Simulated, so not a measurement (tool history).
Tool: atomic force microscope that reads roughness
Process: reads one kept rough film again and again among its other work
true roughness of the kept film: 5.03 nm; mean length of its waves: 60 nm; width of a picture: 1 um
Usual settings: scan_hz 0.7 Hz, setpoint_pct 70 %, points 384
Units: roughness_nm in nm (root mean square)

run,hour,scan_hz,setpoint_pct,points,roughness_nm
1,0,0.7,70,384,4.642
2,8.5,0.7,70,384,4.631
3,15.8,0.7,70,310,4.617
4,29.7,0.7,70,493,4.614
5,42.6,0.7,70,493,4.631
6,55,0.7,70,493,4.646
7,65.1,0.7,70,493,4.643
8,75.2,0.7,70,384,4.618
9,90.3,0.7,70,384,4.641
10,99.6,0.7,70,395,4.633
11,110.8,0.7,70,395,4.608
12,118.3,0.7,70,395,4.641
13,134.3,0.7,70,395,4.654
14,143.8,0.7,70,395,4.636
15,151.5,0.7,70,395,4.633
16,162.4,0.7,70,395,4.605
17,169.3,0.7,70,395,4.629
18,184.1,0.7,70,395,4.65
19,196.7,0.7,70,395,4.591
20,208.6,2.231,70,395,4.217
21,215.2,2.231,70,395,4.238
22,221.7,2.231,70,395,4.206
23,233.8,2.231,70,395,4.26
24,240.6,2.231,70,483,4.208
25,249.8,3.364,70,440,3.987
26,257.1,3.364,70,440,3.989
27,264.8,0.994,66,907,4.6
28,277.3,3.152,60,257,4.351
29,289.3,2.431,82,734,3.734
30,298.4,2.198,89,359,3.557
31,305,2.198,89,359,3.525
32,320.1,0.508,70,384,4.643
33,333.6,0.508,70,384,4.683
34,348,0.508,70,384,4.66
35,358.4,0.723,60,611,4.685
36,368.4,2.381,76,883,3.976
37,378,1.058,76,883,4.4
38,387.6,0.7,58,300,4.741
39,399.2,0.7,58,300,4.724
40,411.4,0.804,89,272,4.247
41,421.9,0.804,89,272,4.244
42,435.1,1.795,70,789,4.337
43,447.4,1.999,70,303,4.263

Not shown: 9 entries that the log had between the listed runs. Between which runs, and how does the tool's hidden state differ before and after?
Between runs 4 and 5: new tip fitted (hour 31.5)
  radius of the tip, nm: 7.5 -> 7.1
Between runs 8 and 9: new tip fitted (hour 80.2)
  radius of the tip, nm: 7.5 -> 7.1
Between runs 12 and 13: new tip fitted (hour 129.6)
  radius of the tip, nm: 7.4 -> 7
Between runs 17 and 18: new tip fitted (hour 179.7)
  radius of the tip, nm: 7.4 -> 7.1
Between runs 22 and 23: new tip fitted (hour 228.7)
  radius of the tip, nm: 7.4 -> 7.1
Between runs 27 and 28: new tip fitted (hour 277.3)
  radius of the tip, nm: 7.4 -> 7
Between runs 32 and 33: new tip fitted (hour 326.7)
  radius of the tip, nm: 7.4 -> 7.1
Between runs 36 and 37: new tip fitted (hour 375.3)
  radius of the tip, nm: 7.4 -> 7
Between runs 41 and 42: new tip fitted (hour 424.9)
  radius of the tip, nm: 7.5 -> 7.1

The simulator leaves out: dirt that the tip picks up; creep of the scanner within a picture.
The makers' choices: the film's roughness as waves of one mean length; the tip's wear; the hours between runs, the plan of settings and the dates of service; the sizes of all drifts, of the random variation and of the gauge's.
